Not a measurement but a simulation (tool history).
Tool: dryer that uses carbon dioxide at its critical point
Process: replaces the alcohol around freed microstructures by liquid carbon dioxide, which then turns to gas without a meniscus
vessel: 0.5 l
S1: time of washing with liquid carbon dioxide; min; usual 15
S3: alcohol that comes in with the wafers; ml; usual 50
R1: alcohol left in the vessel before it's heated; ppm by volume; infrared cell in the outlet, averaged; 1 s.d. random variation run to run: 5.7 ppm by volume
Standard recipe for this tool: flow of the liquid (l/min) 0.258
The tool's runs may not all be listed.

Run 1, hour 0: usual settings. Result: R1 223 ppm by volume.
Run 2, hour 5: usual settings. Result: R1 223 ppm by volume.
Run 3, hour 12.3: usual settings. Result: R1 222 ppm by volume.
Run 4, hour 21.1: usual settings. Result: R1 232 ppm by volume.
Run 5, hour 31.7: usual settings. Result: R1 245 ppm by volume.
Run 6, hour 37.3: usual settings. Result: R1 238 ppm by volume.
Run 7, hour 48.3: usual settings. Result: R1 245 ppm by volume.
Run 8, hour 53.5: usual settings. Result: R1 252 ppm by volume.
Run 9, hour 64: usual settings. Result: R1 258 ppm by volume.
Run 10, hour 69.6: usual settings but S1 13 min, flow of the liquid (l/min) 0.178, S3 21 ml. Result: R1 1050 ppm by volume.
Run 11, hour 80.3: usual settings but S1 13 min, flow of the liquid (l/min) 0.178, S3 21 ml. Result: R1 1059 ppm by volume.
Run 12, hour 85.1: usual settings but S1 18 min, S3 120 ml. Result: R1 203 ppm by volume.
Run 13, hour 94.5: usual settings but S1 18 min, S3 120 ml. Result: R1 208 ppm by volume.
Run 14, hour 105: usual settings but S1 18 min, flow of the liquid (l/min) 0.163. Result: R1 921 ppm by volume.
Run 15, hour 115.1: usual settings but flow of the liquid (l/min) 0.375. Result: R1 103 ppm by volume.
Run 16, hour 125.1: usual settings but flow of the liquid (l/min) 0.375. Result: R1 92 ppm by volume.
Run 17, hour 134.9: usual settings but S1 11 min, S3 79 ml. Result: R1 1733 ppm by volume.

Branching from run 17: 5 alternative next runs. What would each branch give?
Run A, hour 143.5: usual settings but flow of the liquid (l/min) 0.273. Result: R1 ?.
Run B, hour 143.5: usual settings but S1 12 min, flow of the liquid (l/min) 0.303, S3 79 ml. Result: R1 ?.
Run C, hour 143.5: usual settings but S1 10 min, S3 65 ml. Result: R1 ?.
Run D, hour 143.5: usual settings but S1 16 min, S3 87 ml. Result: R1 ?.
Run E, hour 143.5: usual settings but S1 22 min, flow of the liquid (l/min) 0.379. Result: R1 ?.

run    R1
  A   236
  B   555
  C  2204
  D   325
  E    86
Without the tool's hidden state the same runs would have given:
run    R1
  A   124
  B   403
  C  1904
  D   201
  E     0
